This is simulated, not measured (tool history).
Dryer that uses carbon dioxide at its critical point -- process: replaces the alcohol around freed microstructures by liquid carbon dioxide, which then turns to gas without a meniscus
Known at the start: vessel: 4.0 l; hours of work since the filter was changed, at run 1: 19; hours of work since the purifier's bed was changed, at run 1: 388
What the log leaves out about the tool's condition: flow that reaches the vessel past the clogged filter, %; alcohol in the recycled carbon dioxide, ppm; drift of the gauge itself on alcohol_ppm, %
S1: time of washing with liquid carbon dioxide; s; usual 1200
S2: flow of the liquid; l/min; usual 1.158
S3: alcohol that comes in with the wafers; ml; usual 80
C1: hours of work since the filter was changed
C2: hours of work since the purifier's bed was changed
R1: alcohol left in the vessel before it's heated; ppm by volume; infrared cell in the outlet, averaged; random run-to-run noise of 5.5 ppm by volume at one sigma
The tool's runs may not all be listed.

{"run": 1, "hour": 0.0, "S1": 1200, "S2": 1.158, "S3": 80, "C1": 19, "C2": 388, "R1": 255}
{"run": 2, "hour": 10.0, "S1": 1200, "S2": 1.158, "S3": 65, "C1": 24, "C2": 394, "R1": 226}
{"run": 3, "hour": 24.8, "S1": 1200, "S2": 1.158, "S3": 65, "C1": 33, "C2": 402, "R1": 232}
{"run": 4, "hour": 39.9, "S1": 1380, "S2": 1.158, "S3": 80, "C1": 41, "C2": 411, "R1": 176}
{"run": 5, "hour": 50.3, "S1": 1380, "S2": 1.158, "S3": 80, "C1": 47, "C2": 417, "R1": 185}
{"run": 6, "hour": 69.2, "S1": 1380, "S2": 1.158, "S3": 80, "C1": 58, "C2": 427, "R1": 192}
{"run": 7, "hour": 84.2, "S1": 1200, "S2": 1.19, "S3": 80, "C1": 66, "C2": 436, "R1": 269}
{"run": 8, "hour": 100.8, "S1": 1200, "S2": 1.19, "S3": 80, "C1": 75, "C2": 445, "R1": 262}
{"run": 9, "hour": 113.6, "S1": 1200, "S2": 1.158, "S3": 80, "C1": 83, "C2": 452, "R1": 305}
{"run": 10, "hour": 127.4, "S1": 1200, "S2": 1.158, "S3": 80, "C1": 90, "C2": 460, "R1": 307}
{"run": 11, "hour": 136.6, "S1": 1200, "S2": 1.158, "S3": 80, "C1": 96, "C2": 465, "R1": 302}
{"run": 12, "hour": 150.8, "S1": 1200, "S2": 1.158, "S3": 80, "C1": 104, "C2": 473, "R1": 309}
{"run": 13, "hour": 163.0, "S1": 1200, "S2": 1.158, "S3": 33, "C1": 110, "C2": 480, "R1": 208}
{"run": 14, "hour": 179.0, "S1": 1200, "S2": 1.158, "S3": 80, "C1": 119, "C2": 489, "R1": 336}
{"run": 15, "hour": 192.0, "S1": 1200, "S2": 1.158, "S3": 80, "C1": 127, "C2": 496, "R1": 338}
{"run": 16, "hour": 205.9, "S1": 1200, "S2": 1.158, "S3": 71, "C1": 134, "C2": 504, "R1": 325}
{"run": 17, "hour": 221.1, "S1": 1200, "S2": 1.158, "S3": 71, "C1": 143, "C2": 513, "R1": 336}
{"run": 18, "hour": 234.9, "S1": 1200, "S2": 1.158, "S3": 71, "C1": 151, "C2": 520, "R1": 337}
{"run": 19, "hour": 243.5, "S1": 1200, "S2": 1.158, "S3": 80, "C1": 156, "C2": 525, "R1": 366}
{"run": 20, "hour": 257.3, "S1": 1200, "S2": 1.158, "S3": 80, "C1": 163, "C2": 533, "R1": 365}
{"run": 21, "hour": 273.9, "S1": 780, "S2": 1.158, "S3": 80, "C1": 173, "C2": 542, "R1": 1305}
{"run": 22, "hour": 287.6, "S1": 780, "S2": 1.158, "S3": 80, "C1": 180, "C2": 550, "R1": 1325}
{"run": 23, "hour": 304.6, "S1": 780, "S2": 1.43, "S3": 80, "C1": 190, "C2": 560, "R1": 769}
{"run": 24, "hour": 313.8, "S1": 1200, "S2": 0.88, "S3": 80, "C1": 195, "C2": 565, "R1": 893}
{"run": 25, "hour": 330.9, "S1": 1200, "S2": 0.88, "S3": 80, "C1": 205, "C2": 574, "R1": 886}
{"hour": 349.1, "done": "inlet filter changed"}
{"run": 26, "hour": 350.4, "S1": 1500, "S2": 1.05, "S3": 80, "C1": 1, "C2": 585, "R1": 212}
{"run": 27, "hour": 365.9, "S1": 840, "S2": 0.95, "S3": 95, "C1": 9, "C2": 593, "R1": 1570}
{"run": 28, "hour": 382.7, "S1": 1320, "S2": 0.91, "S3": 23, "C1": 19, "C2": 603, "R1": 236}
{"run": 29, "hour": 393.6, "S1": 720, "S2": 0.91, "S3": 56, "C1": 25, "C2": 609, "R1": 1509}
{"run": 30, "hour": 409.8, "S1": 840, "S2": 1.158, "S3": 64, "C1": 34, "C2": 618, "R1": 701}
{"run": 31, "hour": 421.0, "S1": 1200, "S2": 1.158, "S3": 24, "C1": 40, "C2": 624, "R1": 192}
{"run": 32, "hour": 440.3, "S1": 1680, "S2": 1.46, "S3": 112, "C1": 51, "C2": 635, "R1": 156}
{"run": 33, "hour": 457.2, "S1": 1680, "S2": 1.46, "S3": 112, "C1": 61, "C2": 645, "R1": 155}
{"run": 34, "hour": 475.2, "S1": 900, "S2": 1.28, "S3": 27, "C1": 71, "C2": 655, "R1": 299}
{"run": 35, "hour": 485.1, "S1": 900, "S2": 0.94, "S3": 45, "C1": 76, "C2": 660, "R1": 836}
{"run": 36, "hour": 503.8, "S1": 900, "S2": 0.94, "S3": 45, "C1": 87, "C2": 671, "R1": 819}
{"run": 37, "hour": 520.9, "S1": 1260, "S2": 1.31, "S3": 23, "C1": 97, "C2": 681, "R1": 186}
{"run": 38, "hour": 535.8, "S1": 1080, "S2": 1.31, "S3": 33, "C1": 105, "C2": 689, "R1": 245}
{"run": 39, "hour": 545.6, "S1": 960, "S2": 1.158, "S3": 71, "C1": 110, "C2": 694, "R1": 623}
{"run": 40, "hour": 555.5, "S1": 1740, "S2": 1.158, "S3": 38, "C1": 116, "C2": 700, "R1": 181}
{"run": 41, "hour": 574.3, "S1": 900, "S2": 0.81, "S3": 28, "C1": 127, "C2": 711, "R1": 799}
{"run": 42, "hour": 585.9, "S1": 900, "S2": 0.81, "S3": 28, "C1": 133, "C2": 717, "R1": 811}
{"run": 43, "hour": 602.0, "S1": 900, "S2": 0.81, "S3": 28, "C1": 142, "C2": 726, "R1": 850}
{"run": 44, "hour": 619.3, "S1": 1320, "S2": 1.158, "S3": 46, "C1": 152, "C2": 736, "R1": 261}
{"run": 45, "hour": 638.3, "S1": 840, "S2": 1.158, "S3": 33, "C1": 163, "C2": 747, "R1": 541}
{"run": 46, "hour": 650.1, "S1": 1260, "S2": 1.86, "S3": 113, "C1": 169, "C2": 753, "R1": 195}

Branching from run 46: 5 alternative next runs. What would each branch give?
{"run": "A", "hour": 660.6, "S1": 1680, "S2": 1.158, "S3": 55, "C1": 175, "C2": 759, "R1": "?"}
{"run": "B", "hour": 660.6, "S1": 1260, "S2": 0.99, "S3": 29, "C1": 175, "C2": 759, "R1": "?"}
{"run": "C", "hour": 660.6, "S1": 1560, "S2": 1.69, "S3": 85, "C1": 175, "C2": 759, "R1": "?"}
{"run": "D", "hour": 660.6, "S1": 1200, "S2": 1.79, "S3": 75, "C1": 175, "C2": 759, "R1": "?"}
{"run": "E", "hour": 660.6, "S1": 1200, "S2": 0.96, "S3": 66, "C1": 175, "C2": 759, "R1": "?"}

run=A R1=217
run=B R1=320
run=C R1=194
run=D R1=206
run=E R1=615
Without the tool's hidden state the same runs would have given:
run=A R1=22
run=B R1=91
run=C R1=12
run=D R1=17
run=E R1=279
